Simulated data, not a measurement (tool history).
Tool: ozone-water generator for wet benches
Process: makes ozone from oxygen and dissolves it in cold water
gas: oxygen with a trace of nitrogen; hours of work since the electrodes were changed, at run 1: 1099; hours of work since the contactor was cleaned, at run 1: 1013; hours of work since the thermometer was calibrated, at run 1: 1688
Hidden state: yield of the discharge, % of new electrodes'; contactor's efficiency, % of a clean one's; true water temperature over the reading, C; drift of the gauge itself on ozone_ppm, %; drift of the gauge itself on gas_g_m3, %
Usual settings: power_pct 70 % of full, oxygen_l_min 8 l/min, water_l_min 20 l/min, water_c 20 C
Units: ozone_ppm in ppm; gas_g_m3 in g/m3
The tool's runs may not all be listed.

run	hour	power_pct	oxygen_l_min	water_l_min	water_c	hours of work since the electrodes were changed	hours of work since the contactor was cleaned	hours of work since the thermometer was calibrated	ozone_ppm	gas_g_m3
1	0	70	8	20	20	1099	1013	1688	28.1	221.2
2	37.7	70	8	22	20	1126	1039	1714	26	220.5
3	77.7	70	8	22	20	1154	1067	1742	26	222.3
4	106.5	70	8	22	20	1174	1087	1762	25.6	219.5
5	144.9	70	8	22	20	1200	1114	1789	26.2	222.1
6	213.5	70	8	22	20	1248	1162	1837	25.9	221.6
7	274.6	70	8	20	20	1291	1205	1880	28	219.6
8	314	70	8	20	20	1319	1232	1907	27.5	219.3
9	376	70	8	20	20	1362	1275	1950	27.9	218.1
10	410	70	8	20	20	1386	1299	1974	27.6	218.4
11	475.4	70	8	20	20	1431	1345	2020	27.6	216.7
12	505.7	70	8	15	20	1452	1366	2041	33.4	219.2
13	547.3	70	8	15	20	1481	1395	2070	34	219
14	615.6	70	8	15	19	1529	1443	2117	34	218.5
15	673.4	65	8	20	15	1569	1483	2158	28.2	206.6
16	713.7	65	8	20	15	1598	1511	2186	28.3	203.7
17	761.3	65	10.36	22	14	1631	1544	2219	27.2	188.9
18	825.6	70	8	20	18	1676	1589	2264	28.4	217.2
19	887.2	46	9.49	25	17	1719	1632	2307	17	143.3
20	946.7	46	9.49	25	17	1760	1674	2349	17.1	141.7
21	985.2	46	9.49	25	17	1787	1701	2375	16.9	142.5
22	1023.9	46	9.49	25	17	1814	1728	2402	17	143
23	1083.1	46	9.49	25	17	1855	1769	2444	16.9	142.4
24	1119.7	92	12.73	17	24	1881	1794	2469	34.7	233.3

Forecast each of these 3 alternatives for the next run:
A	1168.4	92	6.58	17	24	1915	1828	2503	?	?
B	1168.4	70	6.99	20	20	1915	1828	2503	?	?
C	1168.4	92	12.73	20	24	1915	1828	2503	?	?

run	ozone_ppm	gas_g_m3
A	35.7	292.6
B	26.9	227.4
C	31.6	232.7
Without the tool's hidden state the same runs would have given:
run	ozone_ppm	gas_g_m3
A	39.8	314.9
B	29.6	241.2
C	35.4	250.5
